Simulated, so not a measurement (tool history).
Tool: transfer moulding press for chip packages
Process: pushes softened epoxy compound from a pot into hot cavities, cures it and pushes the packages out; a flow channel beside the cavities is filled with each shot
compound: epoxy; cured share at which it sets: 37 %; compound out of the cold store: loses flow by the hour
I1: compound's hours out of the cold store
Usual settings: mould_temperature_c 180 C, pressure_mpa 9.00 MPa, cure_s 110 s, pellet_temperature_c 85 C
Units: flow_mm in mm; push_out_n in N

run 1 day=0.000 | mould_temperature_c=180 pressure_mpa=9.00 cure_s=110 pellet_temperature_c=85 | I1=44.2 | flow_mm=749 push_out_n=422
run 2 day=0.454 | mould_temperature_c=180 pressure_mpa=9.00 cure_s=110 pellet_temperature_c=85 | I1=25.5 | flow_mm=775 push_out_n=495
run 3 day=0.846 | mould_temperature_c=178 pressure_mpa=9.00 cure_s=110 pellet_temperature_c=85 | I1=43.7 | flow_mm=760 push_out_n=595
run 4 day=1.104 | mould_temperature_c=178 pressure_mpa=10.34 cure_s=110 pellet_temperature_c=85 | I1=47.7 | flow_mm=803 push_out_n=637
run 5 day=1.375 | mould_temperature_c=177 pressure_mpa=10.34 cure_s=110 pellet_temperature_c=85 | I1=31.2 | flow_mm=837 push_out_n=716
run 6 day=1.700 | mould_temperature_c=180 pressure_mpa=9.00 cure_s=110 pellet_temperature_c=85 | I1=22.3 | flow_mm=779 push_out_n=780
run 7 day=1.942 | mould_temperature_c=180 pressure_mpa=9.00 cure_s=110 pellet_temperature_c=91 | I1=32.8 | flow_mm=763 push_out_n=773
run 8 day=2.325 | mould_temperature_c=180 pressure_mpa=9.00 cure_s=110 pellet_temperature_c=85 | I1=41.4 | flow_mm=749 push_out_n=780
run 9 day=2.654 | mould_temperature_c=180 pressure_mpa=8.75 cure_s=110 pellet_temperature_c=85 | I1=22.8 | flow_mm=764 push_out_n=810
run 10 day=3.050 | mould_temperature_c=180 pressure_mpa=8.75 cure_s=110 pellet_temperature_c=85 | I1=43.6 | flow_mm=728 push_out_n=800
run 11 day=3.629 | mould_temperature_c=180 pressure_mpa=9.00 cure_s=110 pellet_temperature_c=85 | I1=41.8 | flow_mm=738 push_out_n=467
run 12 day=4.100 | mould_temperature_c=180 pressure_mpa=9.00 cure_s=110 pellet_temperature_c=85 | I1=23.1 | flow_mm=770 push_out_n=550
run 13 day=4.525 | mould_temperature_c=180 pressure_mpa=9.00 cure_s=110 pellet_temperature_c=85 | I1=23.9 | flow_mm=766 push_out_n=587
run 14 day=5.025 | mould_temperature_c=180 pressure_mpa=9.00 cure_s=110 pellet_temperature_c=85 | I1=29.1 | flow_mm=749 push_out_n=417
run 15 day=5.358 | mould_temperature_c=180 pressure_mpa=9.00 cure_s=110 pellet_temperature_c=85 | I1=13.4 | flow_mm=781 push_out_n=469
run 16 day=5.700 | mould_temperature_c=180 pressure_mpa=10.16 cure_s=115 pellet_temperature_c=85 | I1=42.0 | flow_mm=779 push_out_n=466
run 17 day=6.121 | mould_temperature_c=180 pressure_mpa=10.16 cure_s=115 pellet_temperature_c=85 | I1=15.1 | flow_mm=823 push_out_n=534
run 18 day=6.521 | mould_temperature_c=188 pressure_mpa=10.16 cure_s=115 pellet_temperature_c=86 | I1=10.5 | flow_mm=790 push_out_n=453
run 19 day=6.904 | mould_temperature_c=188 pressure_mpa=10.16 cure_s=115 pellet_temperature_c=86 | I1=9.4 | flow_mm=796 push_out_n=322
run 20 day=7.329 | mould_temperature_c=188 pressure_mpa=10.16 cure_s=115 pellet_temperature_c=86 | I1=39.3 | flow_mm=741 push_out_n=376
run 21 day=7.829 | mould_temperature_c=188 pressure_mpa=8.32 cure_s=115 pellet_temperature_c=86 | I1=22.1 | flow_mm=702 push_out_n=416
run 22 day=8.312 | mould_temperature_c=185 pressure_mpa=9.00 cure_s=110 pellet_temperature_c=85 | I1=41.2 | flow_mm=706 push_out_n=474
run 23 day=8.596 | mould_temperature_c=184 pressure_mpa=9.00 cure_s=110 pellet_temperature_c=85 | I1=41.7 | flow_mm=717 push_out_n=345
run 24 day=9.017 | mould_temperature_c=184 pressure_mpa=9.00 cure_s=110 pellet_temperature_c=85 | I1=45.5 | flow_mm=699 push_out_n=400
run 25 day=9.275 | mould_temperature_c=184 pressure_mpa=9.00 cure_s=110 pellet_temperature_c=85 | I1=45.8 | flow_mm=697 push_out_n=413
run 26 day=9.650 | mould_temperature_c=180 pressure_mpa=9.00 cure_s=111 pellet_temperature_c=86 | I1=19.2 | flow_mm=760 push_out_n=549
run 27 day=10.033 | mould_temperature_c=176 pressure_mpa=8.22 cure_s=110 pellet_temperature_c=76 | I1=28.4 | flow_mm=718 push_out_n=799
run 28 day=10.446 | mould_temperature_c=176 pressure_mpa=8.22 cure_s=110 pellet_temperature_c=76 | I1=40.0 | flow_mm=698 push_out_n=608

Not shown: 6 entries that the log had between the listed runs. Between which runs, and how does the tool's hidden state differ before and after?
Between runs 5 and 6: cavities cleaned with cleaning compound and waxed (day 1.700)
  true mould temperature over the reading, C: 0.57 -> 0.58; pressure that reaches the compound, % of what is set: 97.48 -> 97.2; grip of the stained cavities, % over clean ones': 47.6 -> 90.2
  measured less the result without the state, flow_mm: -14 -> -14 mm; push_out_n: +209 -> +352 N
Between runs 10 and 11: cavities cleaned with cleaning compound and waxed, once more (day 3.208)
  true mould temperature over the reading, C: 0.61 -> 0.62; pressure that reaches the compound, % of what is set: 95.88 -> 95.43; grip of the stained cavities, % over clean ones': 95.7 -> 18.5
  measured less the result without the state, flow_mm: -18 -> -20 mm; push_out_n: +376 -> +59 N
Between runs 13 and 14: cavities cleaned with cleaning compound and waxed (day 4.967)
  true mould temperature over the reading, C: 0.64 -> 0.65; pressure that reaches the compound, % of what is set: 94.6 -> 94.15; grip of the stained cavities, % over clean ones': 44.5 -> 2.6
  measured less the result without the state, flow_mm: -24 -> -26 mm; push_out_n: +164 -> -6 N
Between runs 18 and 19: cavities cleaned with cleaning compound and waxed (day 6.738)
  true mould temperature over the reading, C: 0.68 -> 0.69; pressure that reaches the compound, % of what is set: 92.67 -> 92.37; grip of the stained cavities, % over clean ones': 49.1 -> 7.8
  measured less the result without the state, flow_mm: -34 -> -35 mm; push_out_n: +148 -> +21 N
Between runs 22 and 23: cavities cleaned with cleaning compound and waxed (day 8.475)
  true mould temperature over the reading, C: 0.72 -> 0.73; pressure that reaches the compound, % of what is set: 91.02 -> 90.78; grip of the stained cavities, % over clean ones': 50.2 -> 5.1
  measured less the result without the state, flow_mm: -37 -> -38 mm; push_out_n: +155 -> +9 N
Between runs 27 and 28: cavities cleaned with cleaning compound and waxed (day 10.217)
  true mould temperature over the reading, C: 0.76 -> 0.77; pressure that reaches the compound, % of what is set: 89.42 -> 89.1; grip of the stained cavities, % over clean ones': 49.3 -> 11.6
  measured less the result without the state, flow_mm: -45 -> -45 mm; push_out_n: +230 -> +29 N
